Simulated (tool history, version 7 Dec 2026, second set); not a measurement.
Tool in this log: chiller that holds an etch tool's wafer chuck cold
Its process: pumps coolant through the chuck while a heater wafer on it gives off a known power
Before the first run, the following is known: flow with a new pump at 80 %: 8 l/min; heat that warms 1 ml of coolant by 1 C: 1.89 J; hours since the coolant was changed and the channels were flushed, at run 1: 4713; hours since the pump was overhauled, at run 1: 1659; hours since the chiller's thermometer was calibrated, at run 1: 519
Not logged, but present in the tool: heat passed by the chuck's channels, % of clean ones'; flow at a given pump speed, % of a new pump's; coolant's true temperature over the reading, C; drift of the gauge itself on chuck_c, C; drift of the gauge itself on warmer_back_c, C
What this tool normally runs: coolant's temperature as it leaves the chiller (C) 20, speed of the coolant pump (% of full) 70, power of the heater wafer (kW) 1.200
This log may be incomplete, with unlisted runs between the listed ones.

run	hour	coolant's temperature as it leaves the chiller (C)	speed of the coolant pump (% of full)	power of the heater wafer (kW)	hours since the coolant was changed and the channels were flushed	hours since the pump was overhauled	hours since the chiller's thermometer was calibrated	chuck's temperature once it has settled (C)	how much warmer the coolant comes back (C)
1	0.0	20	70	1.200	4713	1659	519	33.9	5.55
2	21.7	20	70	1.200	4735	1680	540	33.8	5.58
3	68.5	20	70	1.200	4781	1727	587	33.7	5.55
4	88.3	14	70	1.200	4801	1747	607	27.9	5.62
5	116.1	14	70	1.200	4829	1775	635	27.7	5.56
6	157.9	14	70	1.200	4871	1817	676	27.7	5.58
7	177.5	26	70	1.200	4890	1836	696	39.8	5.56
8	205.3	26	70	1.200	4918	1864	724	39.8	5.59
9	233.7	26	70	1.200	4947	1892	752	39.8	5.57
10	262.4	20	63	1.200	4975	1921	781	35.0	6.20
11	281.9	24	63	1.200	4995	1941	800	39.1	6.22
# hour 291.4: coolant pump overhauled
12	325.0	24	63	1.200	5033	34	839	39.1	6.30
13	371.4	24	63	0.791	5079	80	885	34.0	4.20
14	392.4	20	70	1.200	5100	101	906	34.1	5.75
15	429.7	20	70	1.200	5138	138	943	34.2	5.68
16	469.7	20	98	1.200	5178	178	983	31.0	4.10
# hour 500.0: coolant pump overhauled, once more
17	517.6	30	98	0.777	5220	18	1026	37.0	2.50
18	545.2	30	98	0.777	5248	45	1054	37.0	2.56
19	591.7	20	70	0.784	5295	92	1100	28.9	3.51
20	621.6	24	70	1.200	5324	122	1130	37.7	5.40
21	642.8	24	66	1.200	5346	143	1151	38.3	5.74
22	678.8	12	91	0.748	5382	179	1187	19.3	2.64
23	719.5	20	64	0.847	5422	219	1228	30.3	4.19
24	751.0	20	64	0.847	5454	251	1260	30.5	4.15
25	787.4	13	76	0.635	5490	287	1296	19.9	2.65
26	812.6	21	75	0.745	5515	313	1321	29.1	3.13
27	840.5	21	75	0.745	5543	340	1349	29.0	3.13
28	868.0	11	75	1.112	5571	368	1377	23.1	4.71
29	888.3	20	92	1.320	5591	388	1397	32.4	4.48
30	935.5	20	71	1.200	5638	435	1444	33.7	5.37
31	970.5	28	72	0.785	5673	470	1479	36.8	3.50
32	995.4	28	72	0.785	5698	495	1504	36.9	3.47

Below are 3 alternative next runs, each starting from the tool's condition after run 32. Predict each:
A	1029.5	14	70	1.263	5732	529	1538	?	?
B	1029.5	16	70	1.618	5732	529	1538	?	?
C	1029.5	20	70	0.783	5732	529	1538	?	?

run	chuck's temperature once it has settled (C)	how much warmer the coolant comes back (C)
A	28.4	5.76
B	34.6	7.35
C	28.9	3.58
Take away the tool's hidden state, keep each run's random variation, and the runs would have read:
run	chuck's temperature once it has settled (C)	how much warmer the coolant comes back (C)
A	26.8	5.73
B	32.5	7.31
C	28.0	3.56

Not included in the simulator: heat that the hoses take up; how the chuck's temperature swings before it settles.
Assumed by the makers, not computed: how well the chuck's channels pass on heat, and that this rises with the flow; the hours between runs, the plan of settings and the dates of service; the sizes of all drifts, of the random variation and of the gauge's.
